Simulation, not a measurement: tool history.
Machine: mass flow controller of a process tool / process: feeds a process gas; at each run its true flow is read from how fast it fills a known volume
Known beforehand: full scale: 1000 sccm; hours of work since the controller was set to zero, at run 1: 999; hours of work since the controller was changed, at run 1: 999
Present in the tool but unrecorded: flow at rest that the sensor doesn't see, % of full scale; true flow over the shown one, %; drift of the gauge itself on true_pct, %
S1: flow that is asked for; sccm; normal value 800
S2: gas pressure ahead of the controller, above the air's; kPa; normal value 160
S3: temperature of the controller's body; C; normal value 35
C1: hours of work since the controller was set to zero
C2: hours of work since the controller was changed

run 1 hour=0.0 | S1=800 S2=160 S3=35 | C1=999 C2=999 | true_flow_(%)=98.00
run 2 hour=204.2 | S1=800 S2=160 S3=35 | C1=1158 C2=1158 | true_flow_(%)=97.89
run 3 hour=307.3 | S1=624 S2=160 S3=35 | C1=1239 C2=1239 | true_flow_(%)=97.53
run 4 hour=453.8 | S1=624 S2=160 S3=35 | C1=1353 C2=1353 | true_flow_(%)=97.53
run 5 hour=564.6 | S1=800 S2=160 S3=33 | C1=1440 C2=1440 | true_flow_(%)=98.28
run 6 hour=729.3 | S1=800 S2=160 S3=37 | C1=1568 C2=1568 | true_flow_(%)=97.87
run 7 hour=932.9 | S1=800 S2=160 S3=27 | C1=1727 C2=1727 | true_flow_(%)=99.04
run 8 hour=1061.3 | S1=800 S2=160 S3=27 | C1=1827 C2=1827 | true_flow_(%)=99.15
run 9 hour=1243.7 | S1=800 S2=160 S3=27 | C1=1970 C2=1970 | true_flow_(%)=99.07
run 10 hour=1344.1 | S1=800 S2=160 S3=27 | C1=2048 C2=2048 | true_flow_(%)=99.15
run 11 hour=1559.9 | S1=246 S2=160 S3=27 | C1=2216 C2=2216 | true_flow_(%)=97.48
run 12 hour=1666.5 | S1=800 S2=262 S3=35 | C1=2300 C2=2300 | true_flow_(%)=98.92
run 13 hour=1900.8 | S1=959 S2=160 S3=35 | C1=2482 C2=2482 | true_flow_(%)=98.74
run 14 hour=2008.2 | S1=959 S2=160 S3=35 | C1=2566 C2=2566 | true_flow_(%)=98.71
run 15 hour=2132.1 | S1=518 S2=160 S3=35 | C1=2663 C2=2663 | true_flow_(%)=97.44
run 16 hour=2234.3 | S1=518 S2=160 S3=35 | C1=2743 C2=2743 | true_flow_(%)=97.40
run 17 hour=2346.8 | S1=518 S2=160 S3=35 | C1=2830 C2=2830 | true_flow_(%)=97.54
run 18 hour=2513.4 | S1=518 S2=160 S3=35 | C1=2960 C2=2960 | true_flow_(%)=97.54
run 19 hour=2614.9 | S1=518 S2=160 S3=22 | C1=3040 C2=3040 | true_flow_(%)=99.04
run 20 hour=2775.5 | S1=518 S2=160 S3=22 | C1=3165 C2=3165 | true_flow_(%)=99.05
run 21 hour=2950.0 | S1=317 S2=160 S3=22 | C1=3301 C2=3301 | true_flow_(%)=98.34
run 22 hour=3134.3 | S1=256 S2=160 S3=22 | C1=3445 C2=3445 | true_flow_(%)=98.41
run 23 hour=3275.7 | S1=256 S2=160 S3=22 | C1=3555 C2=3555 | true_flow_(%)=98.41
run 24 hour=3429.3 | S1=800 S2=160 S3=35 | C1=3675 C2=3675 | true_flow_(%)=98.56
run 25 hour=3679.5 | S1=800 S2=160 S3=35 | C1=3870 C2=3870 | true_flow_(%)=98.54
run 26 hour=3882.5 | S1=219 S2=160 S3=28 | C1=4029 C2=4029 | true_flow_(%)=97.64
run 27 hour=4007.1 | S1=219 S2=148 S3=28 | C1=4126 C2=4126 | true_flow_(%)=97.69
run 28 hour=4116.7 | S1=219 S2=234 S3=28 | C1=4212 C2=4212 | true_flow_(%)=97.96
run 29 hour=4293.3 | S1=929 S2=191 S3=35 | C1=4349 C2=4349 | true_flow_(%)=99.08
run 30 hour=4443.3 | S1=715 S2=205 S3=35 | C1=4467 C2=4467 | true_flow_(%)=98.62
run 31 hour=4653.4 | S1=715 S2=205 S3=35 | C1=4630 C2=4630 | true_flow_(%)=98.72
run 32 hour=4840.4 | S1=163 S2=278 S3=36 | C1=4776 C2=4776 | true_flow_(%)=97.24
run 33 hour=4949.4 | S1=111 S2=160 S3=37 | C1=4861 C2=4861 | true_flow_(%)=96.47
run 34 hour=5059.2 | S1=621 S2=147 S3=27 | C1=4947 C2=4947 | true_flow_(%)=99.09
run 35 hour=5222.7 | S1=173 S2=256 S3=27 | C1=5075 C2=5075 | true_flow_(%)=98.30
run 36 hour=5333.7 | S1=136 S2=168 S3=30 | C1=5161 C2=5161 | true_flow_(%)=97.29
run 37 hour=5538.0 | S1=136 S2=168 S3=30 | C1=5321 C2=5321 | true_flow_(%)=97.37
run 38 hour=5736.2 | S1=785 S2=168 S3=30 | C1=5475 C2=5475 | true_flow_(%)=99.32
run 39 hour=5880.6 | S1=430 S2=275 S3=35 | C1=5588 C2=5588 | true_flow_(%)=98.43
run 40 hour=6083.0 | S1=170 S2=275 S3=28 | C1=5746 C2=5746 | true_flow_(%)=98.31
run 41 hour=6253.5 | S1=193 S2=179 S3=21 | C1=5879 C2=5879 | true_flow_(%)=98.82
run 42 hour=6417.6 | S1=193 S2=179 S3=21 | C1=6007 C2=6007 | true_flow_(%)=98.67
run 43 hour=6624.1 | S1=193 S2=179 S3=21 | C1=6168 C2=6168 | true_flow_(%)=98.75
-- hour=6851.5 controller's zero set anew
run 44 hour=6875.1 | S1=800 S2=160 S3=39 | C1=18 C2=6364 | true_flow_(%)=98.42
run 45 hour=7097.1 | S1=800 S2=191 S3=39 | C1=192 C2=6537 | true_flow_(%)=98.76
-- hour=7140.3 gauge calibrated
run 46 hour=7307.4 | S1=800 S2=141 S3=36 | C1=356 C2=6701 | true_flow_(%)=97.83
run 47 hour=7530.6 | S1=800 S2=219 S3=37 | C1=530 C2=6875 | true_flow_(%)=98.33

Forecast each of these 4 alternatives for the next run:
run A hour=7673.7 | S1=918 S2=156 S3=37 | C1=642 C2=6987 | true_flow_(%)=?
run B hour=7673.7 | S1=102 S2=219 S3=24 | C1=642 C2=6987 | true_flow_(%)=?
run C hour=7673.7 | S1=658 S2=226 S3=29 | C1=642 C2=6987 | true_flow_(%)=?
run D hour=7673.7 | S1=800 S2=262 S3=35 | C1=642 C2=6987 | true_flow_(%)=?

run=A true_flow_(%)=98.30
run=B true_flow_(%)=97.67
run=C true_flow_(%)=98.65
run=D true_flow_(%)=98.75
The same runs, with their run-to-run variation unchanged, on a tool lacking any hidden condition would have given:
run=A true_flow_(%)=98.21
run=B true_flow_(%)=97.58
run=C true_flow_(%)=98.56
run=D true_flow_(%)=98.65

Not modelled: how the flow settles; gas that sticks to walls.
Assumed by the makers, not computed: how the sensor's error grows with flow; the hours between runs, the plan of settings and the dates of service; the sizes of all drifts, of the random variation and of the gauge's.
